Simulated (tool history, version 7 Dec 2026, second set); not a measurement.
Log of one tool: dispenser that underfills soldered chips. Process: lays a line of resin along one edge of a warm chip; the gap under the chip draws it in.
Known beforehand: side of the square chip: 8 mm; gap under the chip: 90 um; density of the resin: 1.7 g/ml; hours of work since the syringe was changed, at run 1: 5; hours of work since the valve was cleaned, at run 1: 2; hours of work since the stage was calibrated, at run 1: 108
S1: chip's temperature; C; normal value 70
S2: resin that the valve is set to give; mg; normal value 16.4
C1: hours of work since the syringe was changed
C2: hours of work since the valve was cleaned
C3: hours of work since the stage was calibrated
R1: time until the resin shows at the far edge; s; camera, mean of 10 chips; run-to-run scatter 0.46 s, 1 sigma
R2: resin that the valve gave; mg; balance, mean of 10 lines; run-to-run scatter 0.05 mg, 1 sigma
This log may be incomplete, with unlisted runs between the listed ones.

run	hour	S1	S2	C1	C2	C3	R1	R2
1	0	70	16.4	5	2	108	54.7	16.41
# hour 1.7: new syringe of resin
# hour 9.6: new syringe of resin
2	10.9	70	16.4	1	10	116	39.5	16.32
# hour 17.3: new syringe of resin
# hour 24.5: new syringe of resin
3	24.5	70	16.4	0	20	126	35.7	16.2
# hour 32.9: new syringe of resin
4	33	70	16.4	0	27	133	35.9	16.27
# hour 40.5: new syringe of resin
5	42.9	70	16.4	2	34	140	42.4	16.11
# hour 48.1: new syringe of resin
6	53.1	71	16.4	4	42	148	49.4	16.02
# hour 55.7: new syringe of resin
# hour 63.4: new syringe of resin
7	68.2	71	16.4	4	54	159	49.2	15.91
# hour 71: new syringe of resin
# hour 78.7: new syringe of resin
8	78.8	72	16.4	0	61	167	34.3	15.84
# hour 82: dispensing valve cleaned and set on the balance
# hour 87.4: new syringe of resin
9	90.8	70	16.4	3	7	176	46.2	16.32
# hour 94.6: new syringe of resin
10	101.4	70	16.4	5	15	184	59	16.22
# hour 102.3: new syringe of resin
# hour 110.1: new syringe of resin
11	113.1	59	16.4	2	23	192	69.1	16.2
# hour 117.8: new syringe of resin
12	119.6	59	16.4	1	28	197	64	16.13
# hour 125.6: new syringe of resin
13	130.2	59	16.4	4	36	205	74.4	16.06
# hour 133.7: new syringe of resin
# hour 141.4: new syringe of resin
14	141.5	59	16.4	0	45	214	55.9	15.94
# hour 148.6: new syringe of resin
15	154.3	57	16.4	4	55	224	90.7	15.77
# hour 156.6: new syringe of resin
# hour 164.4: new syringe of resin
# hour 166.7: dispensing valve cleaned and set on the balance
16	169.1	57	16.4	3	2	234	77.1	16.35
# hour 172.8: new syringe of resin
# hour 180.2: new syringe of resin
17	183	57	16.4	2	12	244	74.7	16.19
# hour 187.4: new syringe of resin
18	194.2	57	16.4	5	21	253	97.4	16.2
# hour 195.5: new syringe of resin
# hour 202.7: new syringe of resin
19	206.1	75	15.9	3	30	262	39.5	15.62
# hour 210.1: new syringe of resin
20	216.6	70	18.9	5	38	270	57.8	18.54
# hour 217.9: new syringe of resin
# hour 225.7: new syringe of resin
21	227	81	14.6	1	45	277	27.5	14.21
# hour 233.4: new syringe of resin
22	239.3	58	14	5	55	287	91.5	13.51
# hour 241.2: new syringe of resin
# hour 248.4: new syringe of resin
23	249.7	58	14	1	62	295	67.1	13.4
# hour 251.9: dispensing valve cleaned and set on the balance
# hour 257.1: new syringe of resin
24	261.7	72	14.7	4	7	303	48.6	14.7
# hour 265: new syringe of resin
# hour 272.8: new syringe of resin
25	275.7	72	14.7	2	18	313	43.5	14.52
# hour 280.3: new syringe of resin
# hour 288.1: new syringe of resin
26	288.7	59	16.4	1	28	323	60.4	16.03
# hour 295.4: new syringe of resin
27	298.4	59	16.4	2	35	330	69.6	16.14
# hour 302.6: new syringe of resin
28	308.8	80	15.8	5	43	338	40.2	15.36
# hour 310.3: new syringe of resin
# hour 317.7: new syringe of resin
29	322.9	61	16.9	4	54	349	77.8	16.47
# hour 325: new syringe of resin
# hour 332.6: new syringe of resin
# hour 336.4: dispensing valve cleaned and set on the balance
30	339.1	75	14.2	4	2	360	47.3	14.18
# hour 341.2: new syringe of resin
31	347.6	75	20.9	5	9	367	48.9	20.86
# hour 349.2: new syringe of resin
# hour 356.9: new syringe of resin
32	356.9	75	20.9	0	15	374	31.2	20.7

Forecast each of these 5 alternatives for the next run:
# hour 364.7: new syringe of resin
A	371.1	72	21	5	26	385	?	?
# hour 364.7: new syringe of resin
B	371.1	58	14.1	5	26	385	?	?
# hour 364.7: new syringe of resin
C	371.1	59	20.9	5	26	385	?	?
# hour 364.7: new syringe of resin
D	371.1	68	15.8	5	26	385	?	?
# hour 364.7: new syringe of resin
E	371.1	61	20.8	5	26	385	?	?

run	R1	R2
A	53.6	20.7
B	96.8	13.9
C	87.8	20.54
D	62.7	15.59
E	83	20.57
What these runs would have given with no unlogged condition in the tool:
run	R1	R2
A	31.8	20.99
B	57.1	14.09
C	52	20.83
D	37.4	15.81
E	49.4	20.86
